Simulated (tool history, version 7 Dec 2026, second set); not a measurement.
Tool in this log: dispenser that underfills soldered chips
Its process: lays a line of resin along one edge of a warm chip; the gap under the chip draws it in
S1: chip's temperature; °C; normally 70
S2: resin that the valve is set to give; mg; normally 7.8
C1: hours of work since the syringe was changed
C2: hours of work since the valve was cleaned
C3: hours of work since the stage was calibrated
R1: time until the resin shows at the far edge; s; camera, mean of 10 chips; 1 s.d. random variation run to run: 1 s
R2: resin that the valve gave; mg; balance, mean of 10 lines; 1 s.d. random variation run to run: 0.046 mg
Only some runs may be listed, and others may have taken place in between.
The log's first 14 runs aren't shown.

run,hour,S1,S2,C1,C2,C3,R1,R2
15,95.7,70,7.8,7,54,217,149.7,7.48
# hour 100.7: new syringe of resin
16,100.7,71,7.8,0,57,220,96.7,7.57
17,105.6,65,7.8,3,60,223,149.1,7.46
18,114.5,70,7.8,9,66,229,163.1,7.43
# hour 116.8: new syringe of resin
# hour 118.4: dispensing valve cleaned and set on the balance
19,120.8,70,7.23,2,2,232,117.1,7.26
20,127.8,75,6.74,6,6,237,120.1,6.8
# hour 134.2: new syringe of resin
21,136.6,75,6.74,2,12,242,91.7,6.62
22,141.3,75,6.74,5,15,245,107.9,6.65
23,147.1,62,9.34,8,18,249,230.2,9.24
# hour 150.7: new syringe of resin
24,155.7,80,7.56,3,24,254,77.7,7.44
25,161.8,84,9.52,7,28,258,77.1,9.34
# hour 166.5: new syringe of resin
26,170.1,84,9.52,2,33,263,57.8,9.36
27,174.5,84,9.52,5,36,266,69,9.27
28,179.8,84,9.52,9,39,270,82.3,9.26
# hour 182.8: new syringe of resin
29,188.8,56,8.27,4,45,275,251.2,7.98
30,193.1,58,7.72,7,48,278,270.7,7.39
# hour 198.9: new syringe of resin
31,200.6,76,7.68,1,52,283,81,7.5
32,208.2,76,7.68,6,57,288,108.4,7.37
33,214.1,76,7.68,10,61,292,130.3,7.32
# hour 215.1: new syringe of resin
34,218.6,74,7.8,2,64,294,96.4,7.52
# hour 225: dispensing valve cleaned and set on the balance
35,225.7,68,8.42,6,0,298,153.4,8.37

5 options for the next run, each taken on its own from the tool as it stands now. Forecast them:
A,229.9,61,7.57,9,3,301,?,?
B,229.9,58,8.19,9,3,301,?,?
C,229.9,65,8.9,9,3,301,?,?
D,229.9,73,7.49,9,3,301,?,?
E,229.9,82,9.81,9,3,301,?,?

run,R1,R2
A,255.2,7.58
B,296.5,8.24
C,205.9,8.86
D,143.2,7.48
E,93.5,9.74
Without the tool's unlogged condition, the same runs would have read:
run,R1,R2
A,153.9,7.59
B,178.6,8.26
C,124,8.87
D,86.8,7.49
E,56.8,9.75
